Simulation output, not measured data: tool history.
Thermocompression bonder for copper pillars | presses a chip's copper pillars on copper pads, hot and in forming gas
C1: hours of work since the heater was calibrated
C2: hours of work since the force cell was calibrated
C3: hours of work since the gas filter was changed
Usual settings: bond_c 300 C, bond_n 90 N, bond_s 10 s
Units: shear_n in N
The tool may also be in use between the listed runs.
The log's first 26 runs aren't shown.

{"run": 27, "hour": 241.0, "bond_c": 300, "bond_n": 128, "bond_s": 8, "C1": 225, "C2": 606, "C3": 67, "shear_n": 69.2}
{"hour": 244.1, "done": "heater calibrated with a thermocouple chip"}
{"run": 28, "hour": 254.1, "bond_c": 300, "bond_n": 128, "bond_s": 8, "C1": 4, "C2": 610, "C3": 71, "shear_n": 67.9}
{"run": 29, "hour": 264.5, "bond_c": 300, "bond_n": 128, "bond_s": 8, "C1": 8, "C2": 614, "C3": 75, "shear_n": 67.4}
{"run": 30, "hour": 273.9, "bond_c": 300, "bond_n": 68, "bond_s": 14, "C1": 12, "C2": 618, "C3": 79, "shear_n": 55.2}
{"run": 31, "hour": 281.3, "bond_c": 300, "bond_n": 90, "bond_s": 13, "C1": 15, "C2": 621, "C3": 82, "shear_n": 64.3}
{"run": 32, "hour": 291.7, "bond_c": 300, "bond_n": 90, "bond_s": 13, "C1": 19, "C2": 625, "C3": 86, "shear_n": 65}
{"run": 33, "hour": 299.7, "bond_c": 285, "bond_n": 124, "bond_s": 25, "C1": 22, "C2": 628, "C3": 89, "shear_n": 83}
{"run": 34, "hour": 305.4, "bond_c": 303, "bond_n": 66, "bond_s": 22, "C1": 25, "C2": 631, "C3": 92, "shear_n": 64.9}
{"hour": 314.8, "done": "heater calibrated with a thermocouple chip, once more"}
{"run": 35, "hour": 316.5, "bond_c": 300, "bond_n": 108, "bond_s": 27, "C1": 1, "C2": 634, "C3": 95, "shear_n": 93.5}
{"run": 36, "hour": 325.9, "bond_c": 300, "bond_n": 108, "bond_s": 27, "C1": 4, "C2": 638, "C3": 99, "shear_n": 93.8}
{"run": 37, "hour": 338.3, "bond_c": 324, "bond_n": 108, "bond_s": 21, "C1": 9, "C2": 643, "C3": 104, "shear_n": 105}
{"run": 38, "hour": 343.6, "bond_c": 317, "bond_n": 91, "bond_s": 19, "C1": 12, "C2": 645, "C3": 106, "shear_n": 89.7}
{"run": 39, "hour": 352.1, "bond_c": 317, "bond_n": 91, "bond_s": 19, "C1": 15, "C2": 649, "C3": 110, "shear_n": 89.1}
{"run": 40, "hour": 363.2, "bond_c": 312, "bond_n": 90, "bond_s": 10, "C1": 19, "C2": 653, "C3": 114, "shear_n": 69.5}
{"run": 41, "hour": 375.0, "bond_c": 317, "bond_n": 108, "bond_s": 10, "C1": 24, "C2": 658, "C3": 119, "shear_n": 80.5}

Forecast each of these 3 alternatives for the next run:
{"run": "A", "hour": 385.5, "bond_c": 274, "bond_n": 69, "bond_s": 9, "C1": 28, "C2": 662, "C3": 123, "shear_n": "?"}
{"run": "B", "hour": 385.5, "bond_c": 290, "bond_n": 69, "bond_s": 10, "C1": 28, "C2": 662, "C3": 123, "shear_n": "?"}
{"run": "C", "hour": 385.5, "bond_c": 289, "bond_n": 58, "bond_s": 10, "C1": 28, "C2": 662, "C3": 123, "shear_n": "?"}

run=A shear_n=35.3
run=B shear_n=44.2
run=C shear_n=39.7
Without the tool's hidden state the same runs would have given:
run=A shear_n=38
run=B shear_n=47.6
run=C shear_n=42.7
